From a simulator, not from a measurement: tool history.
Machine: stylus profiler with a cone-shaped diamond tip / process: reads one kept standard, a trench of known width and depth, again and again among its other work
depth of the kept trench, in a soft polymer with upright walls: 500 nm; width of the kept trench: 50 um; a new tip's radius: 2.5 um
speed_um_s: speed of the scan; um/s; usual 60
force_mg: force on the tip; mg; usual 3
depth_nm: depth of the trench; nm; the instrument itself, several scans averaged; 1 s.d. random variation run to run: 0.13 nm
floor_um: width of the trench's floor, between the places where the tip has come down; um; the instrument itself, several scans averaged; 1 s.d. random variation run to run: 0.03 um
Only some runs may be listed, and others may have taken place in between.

run 1 hour=0 | speed_um_s=60 force_mg=3 | depth_nm=506.49 floor_um=46.67
run 2 hour=59.8 | speed_um_s=60 force_mg=3 | depth_nm=506.91 floor_um=46.62
run 3 hour=162.6 | speed_um_s=60 force_mg=3 | depth_nm=506.43 floor_um=46.59
run 4 hour=258.3 | speed_um_s=60 force_mg=3 | depth_nm=506.53 floor_um=46.56
run 5 hour=319 | speed_um_s=60 force_mg=2.16 | depth_nm=504.58 floor_um=46.51
run 6 hour=370.1 | speed_um_s=55 force_mg=3 | depth_nm=505.81 floor_um=46.6
run 7 hour=482 | speed_um_s=55 force_mg=3 | depth_nm=505.67 floor_um=46.52
run 8 hour=560.2 | speed_um_s=55 force_mg=3 | depth_nm=505.78 floor_um=46.46
run 9 hour=639.1 | speed_um_s=55 force_mg=3 | depth_nm=505.58 floor_um=46.42
run 10 hour=753 | speed_um_s=19 force_mg=6.36 | depth_nm=510.55 floor_um=46.42
run 11 hour=860.5 | speed_um_s=19 force_mg=6.36 | depth_nm=510.47 floor_um=46.42
run 12 hour=912.9 | speed_um_s=34 force_mg=2.02 | depth_nm=503.44 floor_um=46.4
run 13 hour=967.4 | speed_um_s=71 force_mg=1.52 | depth_nm=502.34 floor_um=46.31
run 14 hour=1041 | speed_um_s=164 force_mg=1.83 | depth_nm=502.97 floor_um=46.07

Each row is a separate what-if for the run after 14, all from the same tool condition, not one after another. Results?
-- hour=1075.9 height scale calibrated on a step standard
run A hour=1140.8 | speed_um_s=87 force_mg=2.3 | depth_nm=? floor_um=?
-- hour=1075.9 height scale calibrated on a step standard
run B hour=1140.8 | speed_um_s=187 force_mg=2.89 | depth_nm=? floor_um=?
-- hour=1075.9 height scale calibrated on a step standard
run C hour=1140.8 | speed_um_s=85 force_mg=4.77 | depth_nm=? floor_um=?
-- hour=1075.9 height scale calibrated on a step standard
run D hour=1140.8 | speed_um_s=24 force_mg=8.77 | depth_nm=? floor_um=?
-- hour=1075.9 height scale calibrated on a step standard
run E hour=1140.8 | speed_um_s=122 force_mg=1.83 | depth_nm=? floor_um=?

run=A depth_nm=506.84 floor_um=46.23
run=B depth_nm=507.88 floor_um=46.09
run=C depth_nm=511 floor_um=46.26
run=D depth_nm=516.45 floor_um=46.3
run=E depth_nm=505.87 floor_um=46.14
Without the tool's hidden state the same runs would have given:
run=A depth_nm=506.62 floor_um=46.87
run=B depth_nm=507.65 floor_um=46.73
run=C depth_nm=510.78 floor_um=46.9
run=D depth_nm=516.22 floor_um=46.94
run=E depth_nm=505.65 floor_um=46.78
